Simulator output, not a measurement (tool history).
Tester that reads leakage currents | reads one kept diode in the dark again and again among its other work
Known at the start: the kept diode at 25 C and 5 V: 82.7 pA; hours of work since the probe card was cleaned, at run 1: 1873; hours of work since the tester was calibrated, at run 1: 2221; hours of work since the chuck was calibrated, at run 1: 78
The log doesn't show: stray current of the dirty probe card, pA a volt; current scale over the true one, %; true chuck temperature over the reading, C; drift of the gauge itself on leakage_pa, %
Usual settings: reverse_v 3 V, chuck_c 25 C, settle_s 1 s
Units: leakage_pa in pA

run	hour	reverse_v	chuck_c	settle_s	hours of work since the probe card was cleaned	hours of work since the tester was calibrated	hours of work since the chuck was calibrated	leakage_pa
1	0	3	25	1	1873	2221	78	69.77
2	99.4	3	25	2.85	1925	2273	130	69.14
3	223.3	1.38	25	2.85	1989	2337	194	47.98
4	286.4	1.38	25	2.85	2022	2370	227	47.93
5	372.5	1.38	25	2.85	2067	2415	271	48.2
6	492.2	1.38	25	2.85	2129	2477	334	48.52
7	593.1	1.38	25	2.85	2181	2529	386	48.83
8	708.2	1.38	25	2.85	2241	2589	446	48.75
9	841.7	1.38	25	2.85	2310	2658	515	49.26
10	945.4	3	25	0.61	2364	2712	569	72.61
11	1061.9	3	25	1	2424	2772	629	72.26
# hour 1071.8: probe card cleaned and baked
12	1133.3	3	25	1	32	2808	665	73.09
13	1251.7	3	25	1	93	2869	726	73.69
14	1347	3	44	1	143	2918	775	263.4
15	1488.6	3	44	3.4	216	2992	849	265.4
# hour 1568.3: probe card cleaned and baked, once more
16	1589.9	6.83	44	3.4	11	3043	900	384.28
17	1661.8	7.54	50	1.54	48	3080	937	592.32
18	1792	3.89	23	1	116	3148	1005	69.94
19	1907	9.36	35	1	176	3207	1064	245.63
20	1976.1	16.92	35	1	212	3243	1100	328.58
21	2109.5	16.92	35	1	281	3312	1169	331.02
22	2171.2	2.86	41	0.91	313	3344	1201	215.83
23	2289.9	1.96	25	0.5	374	3406	1263	60.61
# hour 2393.5: chuck's temperature calibrated
24	2416.5	1.96	49	0.5	439	3471	12	284.14

3 ways to go on from here, each from the tool as it stands after run 24. What would each give?
A	2548.6	19.06	27	0.5	507	3539	80	?
B	2548.6	9.98	36	0.34	507	3539	80	?
C	2548.6	5.24	40	0.33	507	3539	80	?

run	leakage_pa
A	194.58
B	265.37
C	254.69
Without the tool's hidden state the same runs would have given:
run	leakage_pa
A	186.45
B	257.68
C	248.25
